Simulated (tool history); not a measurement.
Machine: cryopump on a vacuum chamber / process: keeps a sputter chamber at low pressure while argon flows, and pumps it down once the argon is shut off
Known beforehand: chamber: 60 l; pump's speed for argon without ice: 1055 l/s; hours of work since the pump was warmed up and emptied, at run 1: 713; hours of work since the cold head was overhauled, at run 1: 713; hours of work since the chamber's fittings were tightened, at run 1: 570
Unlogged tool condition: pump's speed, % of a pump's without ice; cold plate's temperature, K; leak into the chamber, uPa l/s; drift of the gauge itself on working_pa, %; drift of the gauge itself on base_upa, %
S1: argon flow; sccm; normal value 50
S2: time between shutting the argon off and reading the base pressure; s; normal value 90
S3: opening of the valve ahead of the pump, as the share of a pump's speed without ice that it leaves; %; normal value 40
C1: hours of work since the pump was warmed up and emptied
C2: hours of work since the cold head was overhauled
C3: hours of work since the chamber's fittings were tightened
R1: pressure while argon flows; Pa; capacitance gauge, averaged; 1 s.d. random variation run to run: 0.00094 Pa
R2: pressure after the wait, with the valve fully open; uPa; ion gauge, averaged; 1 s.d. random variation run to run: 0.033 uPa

| run | hour | S1 | S2 | S3 | C1 | C2 | C3 | R1 | R2 |
|---|---|---|---|---|---|---|---|---|---|
| 1 | 0 | 50 | 90 | 40 | 713 | 713 | 570 | 0.2213 | 2.65 |
| 2 | 61 | 50 | 90 | 40 | 740 | 740 | 598 | 0.2248 | 2.75 |
| 3 | 92 | 54 | 90 | 40 | 754 | 754 | 612 | 0.2422 | 2.86 |
| 4 | 156.5 | 64 | 90 | 40 | 783 | 783 | 641 | 0.2892 | 2.91 |
| 5 | 190 | 50 | 90 | 40 | 798 | 798 | 656 | 0.2254 | 2.85 |
| 6 | 252.4 | 50 | 90 | 40 | 826 | 826 | 684 | 0.2283 | 2.95 |
| 7 | 299.8 | 50 | 90 | 40 | 847 | 847 | 705 | 0.2279 | 3 |
| 8 | 330.6 | 50 | 90 | 40 | 861 | 861 | 719 | 0.2279 | 2.97 |
|  | 386.4 | pump warmed up, emptied and cooled again |
| 9 | 401.6 | 50 | 90 | 40 | 7 | 891 | 749 | 0.2 | 2.64 |
| 10 | 463.7 | 50 | 90 | 40 | 35 | 919 | 777 | 0.2023 | 2.7 |
| 11 | 496 | 50 | 90 | 40 | 49 | 933 | 791 | 0.2026 | 2.67 |
| 12 | 558.2 | 50 | 90 | 40 | 77 | 961 | 819 | 0.2036 | 2.74 |
| 13 | 596.1 | 50 | 90 | 40 | 94 | 978 | 836 | 0.2033 | 2.82 |
| 14 | 625.6 | 50 | 90 | 40 | 107 | 991 | 849 | 0.2058 | 2.76 |
| 15 | 680.6 | 23 | 90 | 40 | 132 | 1016 | 874 | 0.0936 | 2.77 |
| 16 | 718.5 | 50 | 90 | 40 | 149 | 1033 | 891 | 0.2047 | 2.78 |
| 17 | 759.2 | 50 | 90 | 57 | 168 | 1052 | 909 | 0.1458 | 2.94 |
| 18 | 809.1 | 50 | 90 | 57 | 190 | 1074 | 932 | 0.1468 | 2.97 |
| 19 | 845.7 | 29 | 227 | 17 | 206 | 1090 | 948 | 0.2751 | 2 |
| 20 | 913.2 | 29 | 227 | 17 | 237 | 1121 | 979 | 0.2763 | 2.12 |
| 21 | 981.5 | 29 | 227 | 17 | 267 | 1151 | 1009 | 0.2772 | 2.12 |
| 22 | 1010.8 | 29 | 227 | 17 | 281 | 1165 | 1022 | 0.2777 | 2.12 |
| 23 | 1069 | 52 | 90 | 19 | 307 | 1191 | 1049 | 0.4474 | 3.07 |
| 24 | 1119.6 | 52 | 90 | 19 | 329 | 1213 | 1071 | 0.4485 | 3.18 |
| 25 | 1170.7 | 28 | 90 | 32 | 352 | 1236 | 1094 | 0.1467 | 3.15 |
| 26 | 1206.3 | 28 | 90 | 32 | 368 | 1252 | 1110 | 0.1459 | 3.19 |
| 27 | 1265.1 | 54 | 216 | 52 | 395 | 1279 | 1137 | 0.1771 | 2.35 |
| 28 | 1305.7 | 21 | 52 | 25 | 413 | 1297 | 1155 | 0.1393 | 4.42 |
| 29 | 1341.8 | 21 | 52 | 22 | 429 | 1313 | 1171 | 0.158 | 4.44 |
| 30 | 1373 | 88 | 29 | 44 | 443 | 1327 | 1185 | 0.3424 | 6.38 |
| 31 | 1437.9 | 50 | 90 | 16 | 473 | 1357 | 1214 | 0.5123 | 3.4 |
| 32 | 1473.3 | 38 | 211 | 16 | 488 | 1372 | 1230 | 0.3898 | 2.61 |
| 33 | 1537.2 | 34 | 102 | 16 | 517 | 1401 | 1259 | 0.3497 | 3.29 |
| 34 | 1568 | 63 | 90 | 26 | 531 | 1415 | 1273 | 0.4058 | 3.46 |
| 35 | 1620.1 | 82 | 33 | 28 | 554 | 1438 | 1296 | 0.4943 | 6.15 |

Consider 3 possible next runs. They are alternatives, not a sequence: every one starts from the tool as it was left by run 35. What does each give?
| A | 1656.8 | 21 | 52 | 40 | 571 | 1455 | 1313 | ? | ? |
| B | 1656.8 | 25 | 191 | 40 | 571 | 1455 | 1313 | ? | ? |
| C | 1656.8 | 65 | 183 | 40 | 571 | 1455 | 1313 | ? | ? |

| run | R1 | R2 |
|---|---|---|
| A | 0.0909 | 4.78 |
| B | 0.1088 | 2.71 |
| C | 0.2825 | 2.76 |
With no hidden state in the tool, these same runs would have given:
| run | R1 | R2 |
|---|---|---|
| A | 0.0842 | 2.97 |
| B | 0.1008 | 0.97 |
| C | 0.2618 | 1.01 |

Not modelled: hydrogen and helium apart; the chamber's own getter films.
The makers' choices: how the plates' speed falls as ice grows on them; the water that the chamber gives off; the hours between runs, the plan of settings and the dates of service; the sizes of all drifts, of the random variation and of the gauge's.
